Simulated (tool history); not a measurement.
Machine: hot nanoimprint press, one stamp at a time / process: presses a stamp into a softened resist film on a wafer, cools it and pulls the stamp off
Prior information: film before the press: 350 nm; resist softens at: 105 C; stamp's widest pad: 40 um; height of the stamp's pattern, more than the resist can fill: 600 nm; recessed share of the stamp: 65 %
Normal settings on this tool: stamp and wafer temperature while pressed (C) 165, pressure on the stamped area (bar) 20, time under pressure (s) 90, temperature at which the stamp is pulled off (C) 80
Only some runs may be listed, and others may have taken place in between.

run	hour	stamp and wafer temperature while pressed (C)	pressure on the stamped area (bar)	time under pressure (s)	temperature at which the stamp is pulled off (C)	resist left under the stamp's widest pad (angstrom)	greatest force while the stamp is pulled off (N)
1	0	165	20	90	80	1140	98
# hour 62.6: plate thermocouple calibrated
2	103.7	165	23.4	90	80	997	105
3	171.3	165	23.4	90	80	987	117
4	253.7	165	23.4	90	80	971	119
5	318.1	165	23.4	90	80	976	129
# hour 352.9: stamp cleaned and given a new release coat
6	374.2	165	23.4	90	80	968	85
# hour 411.5: plate thermocouple calibrated, once more
7	420.5	165	23.4	90	80	1182	98
8	477.2	165	20	90	66	1255	133
9	538.1	165	20	90	74	1236	125
10	615.4	165	20	90	74	1223	124
11	688	165	20	90	74	1202	140
12	786.4	165	17.1	90	80	1281	125
# hour 891.7: stamp cleaned and given a new release coat
13	891.7	165	17.1	90	83	1250	81
# hour 983.5: plate thermocouple calibrated
14	983.5	165	16.1	90	80	1411	98
15	1035	165	20	78	80	1347	104
16	1111	165	13.6	78	68	1595	145
17	1201.2	165	13.6	78	68	1575	151

Forecast run 18:
18	1245.2	167	14.7	168	82	?	?

{"run 18": {"resist left under the stamp's widest pad (angstrom)": 1000, "greatest force while the stamp is pulled off (N)": 118}}
The same run, on a tool lacking any hidden state, would have yielded resist left under the stamp's widest pad (angstrom) 1030, greatest force while the stamp is pulled off (N) 91.
